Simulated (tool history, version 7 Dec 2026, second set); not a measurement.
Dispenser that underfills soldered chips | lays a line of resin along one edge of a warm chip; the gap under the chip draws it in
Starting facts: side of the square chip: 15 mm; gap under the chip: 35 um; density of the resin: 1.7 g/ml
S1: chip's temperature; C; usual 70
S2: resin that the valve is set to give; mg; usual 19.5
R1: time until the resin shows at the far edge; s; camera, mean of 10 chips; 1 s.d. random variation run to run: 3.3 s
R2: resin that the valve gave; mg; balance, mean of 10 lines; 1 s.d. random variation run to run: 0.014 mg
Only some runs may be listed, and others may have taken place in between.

run,hour,S1,S2,R1,R2
1,0,70,19.5,502.3,19.37
2,7.4,70,19.5,427.5,19.36
3,17.4,70,19.5,419.1,19.32
4,22.4,70,19.5,331.2,19.28
5,26.7,70,19.5,404.5,19.25
6,31.2,70,19.5,488.6,19.25
7,41.8,70,19.5,510.8,19.2
8,47.5,61,21.5,514.7,21.43
9,57.7,78,24.7,273.8,24.59
10,62.4,60,23.2,665.4,23.07
11,72.1,81,21.7,280.6,21.53
12,77.4,66,18.9,417.3,18.72
13,84.5,81,21.3,332.5,21.12
14,93.5,81,21.3,302.6,21.04

Between the runs listed above, the log contained 10 entries, not reproduced here. Where in the sequence does each belong, and how does what the log doesn't record of the tool's condition differ from the listed run before to the listed run after?
From run 1 to run 2: new syringe of resin (hour 1.6)
  resin's viscosity, % of fresh resin's: 151.8 -> 129.5; dose that the valve gives, % of what is set: 99.45 -> 99.29; true chip temperature over the reading, C: 0.08 -> 0.07
  measured value less the no-hidden-state value, R1: +170.6 -> +96.9 s; R2: -0.1 -> -0.14 mg
From run 2 to run 3: new syringe of resin (hour 12.1)
  resin's viscosity, % of fresh resin's: 129.5 -> 126.1; dose that the valve gives, % of what is set: 99.29 -> 99.09; true chip temperature over the reading, C: 0.07 -> 0.04
  measured value less the no-hidden-state value, R1: +96.9 -> +87 s; R2: -0.14 -> -0.17 mg
From run 3 to run 4: new syringe of resin (hour 22.4)
  resin's viscosity, % of fresh resin's: 126.1 -> 100; dose that the valve gives, % of what is set: 99.09 -> 98.98; true chip temperature over the reading, C: 0.04 -> 0.03
  measured value less the no-hidden-state value, R1: +87 -> +0.2 s; R2: -0.17 -> -0.2 mg
From run 6 to run 7: new syringe of resin (hour 32.7)
  resin's viscosity, % of fresh resin's: 148.6 -> 151.6; dose that the valve gives, % of what is set: 98.8 -> 98.59; true chip temperature over the reading, C: 0 -> -0.03
  measured value less the no-hidden-state value, R1: +160.8 -> +175.1 s; R2: -0.24 -> -0.28 mg
From run 7 to run 8: new syringe of resin (hour 43.4); dispensing valve cleaned and set on the balance (hour 46.2)
  resin's viscosity, % of fresh resin's: 151.6 -> 112.8; dose that the valve gives, % of what is set: 98.59 -> 99.78; true chip temperature over the reading, C: -0.03 -> -0.04
  measured value less the no-hidden-state value, R1: +175.1 -> +59.3 s; R2: -0.28 -> -0.05 mg
From run 8 to run 9: new syringe of resin (hour 54.8)
  resin's viscosity, % of fresh resin's: 112.8 -> 112.9; dose that the valve gives, % of what is set: 99.78 -> 99.58; true chip temperature over the reading, C: -0.04 -> -0.07
  measured value less the no-hidden-state value, R1: +59.3 -> +32 s; R2: -0.05 -> -0.1 mg
From run 10 to run 11: new syringe of resin (hour 65.4)
  resin's viscosity, % of fresh resin's: 139.7 -> 130.1; dose that the valve gives, % of what is set: 99.49 -> 99.29; true chip temperature over the reading, C: -0.08 -> -0.11
  measured value less the no-hidden-state value, R1: +190.9 -> +65.9 s; R2: -0.11 -> -0.15 mg
From run 11 to run 12: new syringe of resin (hour 76)
  resin's viscosity, % of fresh resin's: 130.1 -> 107.2; dose that the valve gives, % of what is set: 99.29 -> 99.19; true chip temperature over the reading, C: -0.11 -> -0.12
  measured value less the no-hidden-state value, R1: +65.9 -> +30.5 s; R2: -0.15 -> -0.15 mg
From run 13 to run 14: new syringe of resin (hour 86.5)
  resin's viscosity, % of fresh resin's: 148.2 -> 136.4; dose that the valve gives, % of what is set: 99.05 -> 98.85; true chip temperature over the reading, C: -0.14 -> -0.17
  measured value less the no-hidden-state value, R1: +109.4 -> +82.2 s; R2: -0.2 -> -0.25 mg
